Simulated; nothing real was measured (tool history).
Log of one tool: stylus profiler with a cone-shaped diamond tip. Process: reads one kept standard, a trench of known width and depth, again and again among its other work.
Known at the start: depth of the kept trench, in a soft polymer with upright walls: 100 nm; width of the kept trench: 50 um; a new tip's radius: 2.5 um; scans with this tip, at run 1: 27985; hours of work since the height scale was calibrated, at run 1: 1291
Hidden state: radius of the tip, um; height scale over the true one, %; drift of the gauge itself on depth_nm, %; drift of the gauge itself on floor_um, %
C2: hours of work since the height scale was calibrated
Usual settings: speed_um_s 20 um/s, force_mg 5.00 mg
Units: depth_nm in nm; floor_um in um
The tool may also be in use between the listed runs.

{"run": 1, "hour": 0.0, "speed_um_s": 20, "force_mg": 5.0, "scans with this tip": 27985, "C2": 1291, "depth_nm": 102.08, "floor_um": 47.79}
{"run": 2, "hour": 69.0, "speed_um_s": 20, "force_mg": 2.48, "scans with this tip": 28436, "C2": 1346, "depth_nm": 101.25, "floor_um": 47.66}
{"run": 3, "hour": 175.1, "speed_um_s": 20, "force_mg": 2.48, "scans with this tip": 29128, "C2": 1431, "depth_nm": 101.27, "floor_um": 47.62}
{"run": 4, "hour": 287.9, "speed_um_s": 20, "force_mg": 2.48, "scans with this tip": 29865, "C2": 1521, "depth_nm": 101.27, "floor_um": 47.66}
{"run": 5, "hour": 371.7, "speed_um_s": 41, "force_mg": 5.0, "scans with this tip": 30412, "C2": 1588, "depth_nm": 102.07, "floor_um": 47.7}
{"run": 6, "hour": 477.2, "speed_um_s": 46, "force_mg": 5.0, "scans with this tip": 31101, "C2": 1672, "depth_nm": 102.06, "floor_um": 47.59}
{"run": 7, "hour": 571.2, "speed_um_s": 8, "force_mg": 5.0, "scans with this tip": 31715, "C2": 1748, "depth_nm": 102.03, "floor_um": 47.68}
{"run": 8, "hour": 625.7, "speed_um_s": 8, "force_mg": 5.0, "scans with this tip": 32071, "C2": 1791, "depth_nm": 102.05, "floor_um": 47.64}
{"run": 9, "hour": 729.7, "speed_um_s": 8, "force_mg": 5.0, "scans with this tip": 32750, "C2": 1874, "depth_nm": 102.06, "floor_um": 47.64}
{"run": 10, "hour": 824.9, "speed_um_s": 8, "force_mg": 5.0, "scans with this tip": 33371, "C2": 1950, "depth_nm": 102.03, "floor_um": 47.64}
{"run": 11, "hour": 888.3, "speed_um_s": 20, "force_mg": 5.0, "scans with this tip": 33785, "C2": 2001, "depth_nm": 102.02, "floor_um": 47.65}
{"run": 12, "hour": 938.9, "speed_um_s": 20, "force_mg": 5.0, "scans with this tip": 34115, "C2": 2041, "depth_nm": 101.99, "floor_um": 47.58}
{"hour": 998.0, "done": "height scale calibrated on a step standard"}
{"run": 13, "hour": 1050.0, "speed_um_s": 20, "force_mg": 5.0, "scans with this tip": 34838, "C2": 42, "depth_nm": 102.27, "floor_um": 47.55}
{"hour": 1105.9, "done": "new tip fitted, height scale calibrated"}
{"run": 14, "hour": 1165.8, "speed_um_s": 20, "force_mg": 5.0, "scans with this tip": 392, "C2": 48, "depth_nm": 102.22, "floor_um": 48.54}
{"run": 15, "hour": 1270.6, "speed_um_s": 20, "force_mg": 3.5, "scans with this tip": 1076, "C2": 132, "depth_nm": 101.7, "floor_um": 48.55}
{"run": 16, "hour": 1381.6, "speed_um_s": 58, "force_mg": 5.0, "scans with this tip": 1800, "C2": 220, "depth_nm": 102.21, "floor_um": 48.45}
{"run": 17, "hour": 1482.5, "speed_um_s": 58, "force_mg": 5.0, "scans with this tip": 2459, "C2": 301, "depth_nm": 102.17, "floor_um": 48.4}
{"run": 18, "hour": 1568.7, "speed_um_s": 58, "force_mg": 5.0, "scans with this tip": 3022, "C2": 370, "depth_nm": 102.18, "floor_um": 48.38}
{"run": 19, "hour": 1626.3, "speed_um_s": 58, "force_mg": 5.0, "scans with this tip": 3398, "C2": 416, "depth_nm": 102.17, "floor_um": 48.43}
{"run": 20, "hour": 1740.4, "speed_um_s": 5, "force_mg": 5.0, "scans with this tip": 4143, "C2": 507, "depth_nm": 102.1, "floor_um": 48.45}
{"run": 21, "hour": 1823.1, "speed_um_s": 24, "force_mg": 5.0, "scans with this tip": 4683, "C2": 573, "depth_nm": 102.18, "floor_um": 48.37}
{"run": 22, "hour": 1888.1, "speed_um_s": 24, "force_mg": 5.0, "scans with this tip": 5108, "C2": 625, "depth_nm": 102.07, "floor_um": 48.4}
{"run": 23, "hour": 2005.7, "speed_um_s": 20, "force_mg": 5.0, "scans with this tip": 5875, "C2": 719, "depth_nm": 102.12, "floor_um": 48.38}
{"run": 24, "hour": 2055.7, "speed_um_s": 15, "force_mg": 9.38, "scans with this tip": 6202, "C2": 759, "depth_nm": 103.31, "floor_um": 48.4}
{"run": 25, "hour": 2162.3, "speed_um_s": 35, "force_mg": 1.93, "scans with this tip": 6898, "C2": 845, "depth_nm": 101.07, "floor_um": 48.27}
{"run": 26, "hour": 2276.2, "speed_um_s": 35, "force_mg": 1.93, "scans with this tip": 7641, "C2": 936, "depth_nm": 101.01, "floor_um": 48.3}
{"run": 27, "hour": 2361.8, "speed_um_s": 11, "force_mg": 3.22, "scans with this tip": 8200, "C2": 1004, "depth_nm": 101.48, "floor_um": 48.32}
{"run": 28, "hour": 2419.2, "speed_um_s": 15, "force_mg": 3.5, "scans with this tip": 8575, "C2": 1050, "depth_nm": 101.56, "floor_um": 48.27}
{"run": 29, "hour": 2472.3, "speed_um_s": 15, "force_mg": 3.5, "scans with this tip": 8922, "C2": 1092, "depth_nm": 101.55, "floor_um": 48.29}
{"run": 30, "hour": 2560.8, "speed_um_s": 27, "force_mg": 4.93, "scans with this tip": 9499, "C2": 1163, "depth_nm": 102.03, "floor_um": 48.25}
{"run": 31, "hour": 2660.5, "speed_um_s": 22, "force_mg": 3.23, "scans with this tip": 10151, "C2": 1243, "depth_nm": 101.47, "floor_um": 48.21}
{"run": 32, "hour": 2759.5, "speed_um_s": 14, "force_mg": 9.42, "scans with this tip": 10797, "C2": 1322, "depth_nm": 103.21, "floor_um": 48.23}
{"run": 33, "hour": 2840.3, "speed_um_s": 80, "force_mg": 6.33, "scans with this tip": 11325, "C2": 1387, "depth_nm": 102.36, "floor_um": 48.12}
{"run": 34, "hour": 2920.1, "speed_um_s": 46, "force_mg": 4.24, "scans with this tip": 11846, "C2": 1451, "depth_nm": 101.76, "floor_um": 48.15}
{"run": 35, "hour": 3011.3, "speed_um_s": 11, "force_mg": 3.24, "scans with this tip": 12441, "C2": 1523, "depth_nm": 101.42, "floor_um": 48.15}
{"run": 36, "hour": 3085.9, "speed_um_s": 9, "force_mg": 5.0, "scans with this tip": 12928, "C2": 1583, "depth_nm": 102.0, "floor_um": 48.18}
{"run": 37, "hour": 3171.6, "speed_um_s": 6, "force_mg": 3.56, "scans with this tip": 13488, "C2": 1652, "depth_nm": 101.53, "floor_um": 48.18}
{"run": 38, "hour": 3268.7, "speed_um_s": 6, "force_mg": 3.56, "scans with this tip": 14122, "C2": 1729, "depth_nm": 101.47, "floor_um": 48.22}
{"run": 39, "hour": 3316.6, "speed_um_s": 6, "force_mg": 3.56, "scans with this tip": 14434, "C2": 1767, "depth_nm": 101.52, "floor_um": 48.17}
{"run": 40, "hour": 3395.0, "speed_um_s": 6, "force_mg": 3.56, "scans with this tip": 14947, "C2": 1830, "depth_nm": 101.52, "floor_um": 48.1}
{"run": 41, "hour": 3486.8, "speed_um_s": 6, "force_mg": 3.56, "scans with this tip": 15545, "C2": 1904, "depth_nm": 101.5, "floor_um": 48.06}
{"run": 42, "hour": 3592.3, "speed_um_s": 21, "force_mg": 14.82, "scans with this tip": 16234, "C2": 1988, "depth_nm": 104.33, "floor_um": 48.09}
{"run": 43, "hour": 3700.9, "speed_um_s": 46, "force_mg": 4.08, "scans with this tip": 16943, "C2": 2075, "depth_nm": 101.67, "floor_um": 48.02}
{"hour": 3727.9, "done": "height scale calibrated on a step standard"}
{"run": 44, "hour": 3787.1, "speed_um_s": 40, "force_mg": 1.69, "scans with this tip": 17503, "C2": 47, "depth_nm": 101.06, "floor_um": 47.97}
{"run": 45, "hour": 3870.4, "speed_um_s": 18, "force_mg": 9.89, "scans with this tip": 18047, "C2": 114, "depth_nm": 103.54, "floor_um": 48.01}
{"run": 46, "hour": 3954.6, "speed_um_s": 33, "force_mg": 3.49, "scans with this tip": 18596, "C2": 181, "depth_nm": 101.75, "floor_um": 47.95}

How the hidden state differs across the entries between the runs, from the last listed run before each to the first after it:
Between runs 12 and 13: height scale calibrated on a step standard (hour 998.0)
  radius of the tip, um: 7.09 -> 7.19; height scale over the true one, %: -0.258 -> -0.006
  measured less the result without the state, depth_nm: -0.26 -> +0.00 nm; floor_um: -0.98 -> -0.99 um
Between runs 13 and 14: new tip fitted, height scale calibrated (hour 1105.9)
  radius of the tip, um: 7.19 -> 2.52; height scale over the true one, %: -0.006 -> -0.038
  measured less the result without the state, depth_nm: +0.00 -> -0.04 nm; floor_um: -0.99 -> -0.01 um
Between runs 43 and 44: height scale calibrated on a step standard (hour 3727.9)
  radius of the tip, um: 4.65 -> 4.72; height scale over the true one, %: -0.346 -> -0.032
  measured less the result without the state, depth_nm: -0.35 -> -0.03 nm; floor_um: -0.52 -> -0.53 um

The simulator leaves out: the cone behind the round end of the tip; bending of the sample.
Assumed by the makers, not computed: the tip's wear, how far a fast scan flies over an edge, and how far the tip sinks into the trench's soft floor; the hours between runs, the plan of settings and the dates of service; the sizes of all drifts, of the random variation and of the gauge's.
